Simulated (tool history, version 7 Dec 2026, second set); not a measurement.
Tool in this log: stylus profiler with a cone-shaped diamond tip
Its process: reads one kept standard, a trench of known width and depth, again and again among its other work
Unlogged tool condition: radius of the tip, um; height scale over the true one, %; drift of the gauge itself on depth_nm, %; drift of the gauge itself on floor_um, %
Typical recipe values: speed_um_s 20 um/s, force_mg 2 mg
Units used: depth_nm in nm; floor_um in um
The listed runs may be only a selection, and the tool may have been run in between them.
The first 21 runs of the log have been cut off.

run	hour	speed_um_s	force_mg	scans with this tip	hours of work since the height scale was calibrated	depth_nm	floor_um
22	283.8	28	5.88	19372	1478	1024.25	94.09
23	296.7	28	5.88	19460	1485	1024.52	94.1
24	304.6	50	2	19514	1489	1010	93.98
25	318.9	50	2	19612	1497	1009.83	93.98
26	331.2	50	2	19696	1503	1009.71	94.04
27	344.2	28	1.59	19785	1510	1008.23	94.11
28	355.1	33	3.92	19859	1515	1017.45	94.1
29	364.1	5	1.24	19921	1520	1006.1	94.12
30	374	5	1.24	19988	1525	1006.28	94.02
31	386.3	73	2.68	20072	1532	1012.96	93.95
32	400.6	13	1.57	20169	1539	1008	94.09

Forecast each of these 5 alternatives for the next run:
A	417.7	19	2	20286	1548	?	?
B	417.7	58	1.01	20286	1548	?	?
C	417.7	19	1.3	20286	1548	?	?
D	417.7	5	1.72	20286	1548	?	?
E	417.7	55	1.43	20286	1548	?	?

run	depth_nm	floor_um
A	1009.74	94.06
B	1004.67	93.92
C	1006.47	93.97
D	1008.73	94.03
E	1007.2	93.96
With no hidden state in the tool, these same runs would have given:
run	depth_nm	floor_um
A	1013.45	95.98
B	1008.37	95.84
C	1010.17	95.89
D	1012.44	95.95
E	1010.9	95.88
